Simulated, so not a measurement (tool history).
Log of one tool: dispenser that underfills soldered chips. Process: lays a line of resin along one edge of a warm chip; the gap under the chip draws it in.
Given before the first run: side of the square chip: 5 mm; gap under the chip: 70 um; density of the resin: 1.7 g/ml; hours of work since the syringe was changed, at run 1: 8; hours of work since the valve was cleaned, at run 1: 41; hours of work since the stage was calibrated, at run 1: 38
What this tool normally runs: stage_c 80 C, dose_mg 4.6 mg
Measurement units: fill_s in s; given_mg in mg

run,day,stage_c,dose_mg,hours of work since the syringe was changed,hours of work since the valve was cleaned,hours of work since the stage was calibrated,fill_s,given_mg
1,0,80,4.6,8,41,38,19.5,4.52
# day 0.133: new syringe of resin
2,0.188,80,4.6,1,44,41,12.2,4.5
3,0.358,80,3.99,3,46,44,15.1,3.9
4,0.512,80,3.99,6,48,46,17.8,3.89
5,0.629,80,4.6,8,50,48,19.5,4.45
# day 0.788: new syringe of resin
6,0.829,85,4.6,1,53,51,10.1,4.44
7,0.942,85,4.6,2,55,52,11.7,4.42
8,1.138,85,4.6,5,58,55,14.1,4.43
9,1.258,85,4.6,7,60,57,16,4.44
10,1.371,79,4.79,9,61,59,21.9,4.62

For run 11, what comes out?
# day 1.442: new syringe of resin
11,1.538,71,5,1,64,61,?,?

fill_s: 16.1 s
given_mg: 4.83 mg
Were there no unlogged condition in the tool, this run, its random variation unchanged, would have produced fill_s 14.4 s, given_mg 5.02 mg.
